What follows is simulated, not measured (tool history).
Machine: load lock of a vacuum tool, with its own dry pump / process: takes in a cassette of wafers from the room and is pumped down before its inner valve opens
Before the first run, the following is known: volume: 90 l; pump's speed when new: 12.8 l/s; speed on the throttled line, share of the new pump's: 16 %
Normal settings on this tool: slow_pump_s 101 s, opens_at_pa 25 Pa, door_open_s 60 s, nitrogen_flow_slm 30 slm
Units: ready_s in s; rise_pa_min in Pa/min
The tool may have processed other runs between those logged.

run    hour  slow_pump_s  opens_at_pa  door_open_s  nitrogen_flow_slm  incoming humidity of the room's air, %  ready_s  rise_pa_min
  1       0          101           25           60                 30                                    44.6    145.7        0.055
  2   297.5          101           25           60                 36                                    46.4    143.3        0.059
  3   548.9          101           25           60                 30                                    45.9    144.8        0.058
  4     746           52           25           60                 30                                    48.4    103.5        0.058
  5    1075          185           25           60                 30                                    43.7    213.3        0.062
  6  1248.4          101           25           65                 30                                    46.9    143.8        0.066
  7  1605.8          101           25           65                 30                                    46.2    145.3        0.073
  8  1783.2          101           25           65                 30                                    47.6    143.9        0.077
  9  2010.7          101           25           65                 30                                    43.3    144.7        0.074
 10    2319           79           28           64                 30                                      41    124.6        0.078
 11    2639           79           24           64                 12                                    45.2    125.8        0.085
 12  2951.1           79           24           64                 12                                    44.9    124.6         0.09
 13    3101          161           50           36                 13                                    45.8    189.5        0.091

Selected run-to-run steps in ready_s, each split into two signed amounts: the part the tool would show with no hidden state at all (from settings, incoming material and random variation), and the remainder, which goes to the hidden state together with any gauge scatter not common to the measured and the hidden-state-free results:
Hidden conditions of the tool in this case: pump's speed, % of a new pump's; leak at the door's seal, Pa l/s; drift of the gauge itself on ready_s, %; drift of the gauge itself on rise_pa_min, %.
Run 4 -> 5: slow_pump_s 52 -> 185. ready_s +109.8 s: hidden state -0.1, all else +109.9.
Run 12 -> 13: slow_pump_s 79 -> 161, opens_at_pa 24 -> 50, door_open_s 64 -> 36, nitrogen_flow_slm 12 -> 13. ready_s +64.9 s: hidden state -0.5, all else +65.4.

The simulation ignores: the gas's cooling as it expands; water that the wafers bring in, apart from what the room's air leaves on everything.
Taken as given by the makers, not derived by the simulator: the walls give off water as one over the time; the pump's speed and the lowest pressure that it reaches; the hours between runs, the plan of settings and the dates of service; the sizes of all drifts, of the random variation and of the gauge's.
